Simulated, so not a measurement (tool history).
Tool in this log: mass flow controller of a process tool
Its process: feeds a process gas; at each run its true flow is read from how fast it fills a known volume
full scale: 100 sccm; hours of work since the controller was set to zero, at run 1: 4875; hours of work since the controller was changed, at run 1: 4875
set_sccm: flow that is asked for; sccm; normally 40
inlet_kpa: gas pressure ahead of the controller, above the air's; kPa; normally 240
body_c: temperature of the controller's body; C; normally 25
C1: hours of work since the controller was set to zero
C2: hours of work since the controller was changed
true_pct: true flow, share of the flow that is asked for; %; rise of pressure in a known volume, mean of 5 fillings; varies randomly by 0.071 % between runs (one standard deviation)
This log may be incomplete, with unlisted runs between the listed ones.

run 1 day=0 | set_sccm=40 inlet_kpa=240 body_c=25 | C1=4875 C2=4875 | true_pct=95.95
run 2 day=7.017 | set_sccm=40 inlet_kpa=240 body_c=22 | C1=4982 C2=4982 | true_pct=96.19
run 3 day=10.871 | set_sccm=40 inlet_kpa=240 body_c=22 | C1=5040 C2=5040 | true_pct=96
run 4 day=14.854 | set_sccm=40 inlet_kpa=240 body_c=22 | C1=5101 C2=5101 | true_pct=96.04
run 5 day=21.733 | set_sccm=40 inlet_kpa=240 body_c=22 | C1=5206 C2=5206 | true_pct=96.07
run 6 day=28.454 | set_sccm=40 inlet_kpa=240 body_c=25 | C1=5308 C2=5308 | true_pct=95.58
run 7 day=31.6 | set_sccm=40 inlet_kpa=272 body_c=25 | C1=5356 C2=5356 | true_pct=95.69
run 8 day=38.629 | set_sccm=40 inlet_kpa=240 body_c=25 | C1=5462 C2=5462 | true_pct=95.55
run 9 day=41.879 | set_sccm=40 inlet_kpa=240 body_c=25 | C1=5512 C2=5512 | true_pct=95.45
run 10 day=46.229 | set_sccm=40 inlet_kpa=240 body_c=25 | C1=5578 C2=5578 | true_pct=95.32
run 11 day=52.433 | set_sccm=40 inlet_kpa=240 body_c=22 | C1=5672 C2=5672 | true_pct=95.62
run 12 day=56.196 | set_sccm=40 inlet_kpa=240 body_c=22 | C1=5730 C2=5730 | true_pct=95.55
-- day=63.667 controller exchanged for a calibrated one
run 13 day=63.667 | set_sccm=61 inlet_kpa=240 body_c=25 | C1=0 C2=0 | true_pct=99.87
run 14 day=68.075 | set_sccm=61 inlet_kpa=240 body_c=25 | C1=67 C2=67 | true_pct=99.83
run 15 day=74.629 | set_sccm=40 inlet_kpa=240 body_c=25 | C1=167 C2=167 | true_pct=99.46
run 16 day=79.517 | set_sccm=40 inlet_kpa=240 body_c=25 | C1=241 C2=241 | true_pct=99.45
run 17 day=86.475 | set_sccm=40 inlet_kpa=240 body_c=25 | C1=347 C2=347 | true_pct=99.36
run 18 day=90.221 | set_sccm=40 inlet_kpa=240 body_c=25 | C1=404 C2=404 | true_pct=99.29
run 19 day=96.25 | set_sccm=40 inlet_kpa=240 body_c=25 | C1=496 C2=496 | true_pct=99.32
run 20 day=100.717 | set_sccm=40 inlet_kpa=240 body_c=25 | C1=563 C2=563 | true_pct=99.29
run 21 day=108.092 | set_sccm=40 inlet_kpa=240 body_c=25 | C1=676 C2=676 | true_pct=99.21
run 22 day=112.892 | set_sccm=40 inlet_kpa=240 body_c=25 | C1=749 C2=749 | true_pct=98.96
run 23 day=116.204 | set_sccm=40 inlet_kpa=240 body_c=25 | C1=799 C2=799 | true_pct=98.96
run 24 day=119.671 | set_sccm=30 inlet_kpa=240 body_c=25 | C1=852 C2=852 | true_pct=98.87
run 25 day=125.121 | set_sccm=73 inlet_kpa=240 body_c=22 | C1=935 C2=935 | true_pct=99.75
run 26 day=131.675 | set_sccm=73 inlet_kpa=240 body_c=22 | C1=1034 C2=1034 | true_pct=99.72
run 27 day=138.242 | set_sccm=73 inlet_kpa=240 body_c=22 | C1=1134 C2=1134 | true_pct=99.39
run 28 day=145.471 | set_sccm=73 inlet_kpa=240 body_c=22 | C1=1244 C2=1244 | true_pct=99.43
run 29 day=149.796 | set_sccm=18 inlet_kpa=240 body_c=28 | C1=1310 C2=1310 | true_pct=97.46
run 30 day=153.404 | set_sccm=18 inlet_kpa=209 body_c=25 | C1=1365 C2=1365 | true_pct=97.58
run 31 day=158.817 | set_sccm=40 inlet_kpa=176 body_c=29 | C1=1447 C2=1447 | true_pct=97.74
run 32 day=162.525 | set_sccm=36 inlet_kpa=240 body_c=36 | C1=1503 C2=1503 | true_pct=97.11
run 33 day=166.979 | set_sccm=36 inlet_kpa=240 body_c=36 | C1=1571 C2=1571 | true_pct=97.01
run 34 day=173.242 | set_sccm=36 inlet_kpa=240 body_c=36 | C1=1666 C2=1666 | true_pct=97.05
run 35 day=176.65 | set_sccm=72 inlet_kpa=211 body_c=40 | C1=1718 C2=1718 | true_pct=96.99
run 36 day=183.638 | set_sccm=12 inlet_kpa=189 body_c=22 | C1=1825 C2=1825 | true_pct=96.59
run 37 day=187.9 | set_sccm=44 inlet_kpa=239 body_c=28 | C1=1889 C2=1889 | true_pct=97.91
run 38 day=192.288 | set_sccm=21 inlet_kpa=193 body_c=28 | C1=1956 C2=1956 | true_pct=96.82
run 39 day=197.096 | set_sccm=21 inlet_kpa=193 body_c=28 | C1=2029 C2=2029 | true_pct=96.82
run 40 day=202.892 | set_sccm=21 inlet_kpa=193 body_c=32 | C1=2117 C2=2117 | true_pct=96.19
run 41 day=208.433 | set_sccm=40 inlet_kpa=190 body_c=35 | C1=2202 C2=2202 | true_pct=96.53
run 42 day=212.583 | set_sccm=11 inlet_kpa=191 body_c=37 | C1=2265 C2=2265 | true_pct=94.14
run 43 day=216.3 | set_sccm=11 inlet_kpa=191 body_c=37 | C1=2321 C2=2321 | true_pct=93.96
run 44 day=223.417 | set_sccm=11 inlet_kpa=191 body_c=37 | C1=2430 C2=2430 | true_pct=93.87
run 45 day=227.679 | set_sccm=50 inlet_kpa=240 body_c=25 | C1=2494 C2=2494 | true_pct=97.98
run 46 day=231.483 | set_sccm=15 inlet_kpa=240 body_c=25 | C1=2552 C2=2552 | true_pct=96.01
run 47 day=236.183 | set_sccm=27 inlet_kpa=204 body_c=25 | C1=2624 C2=2624 | true_pct=96.89

Here are 3 independent what-if runs from the current tool condition. What would each one return?
run A day=243.404 | set_sccm=30 inlet_kpa=204 body_c=25 | C1=2734 C2=2734 | true_pct=?
run B day=243.404 | set_sccm=31 inlet_kpa=240 body_c=21 | C1=2734 C2=2734 | true_pct=?
run C day=243.404 | set_sccm=27 inlet_kpa=169 body_c=25 | C1=2734 C2=2734 | true_pct=?

run=A true_pct=96.73
run=B true_pct=97.47
run=C true_pct=96.71
With no hidden state in the tool, these same runs would have given:
run=A true_pct=99.36
run=B true_pct=100.05
run=C true_pct=99.47
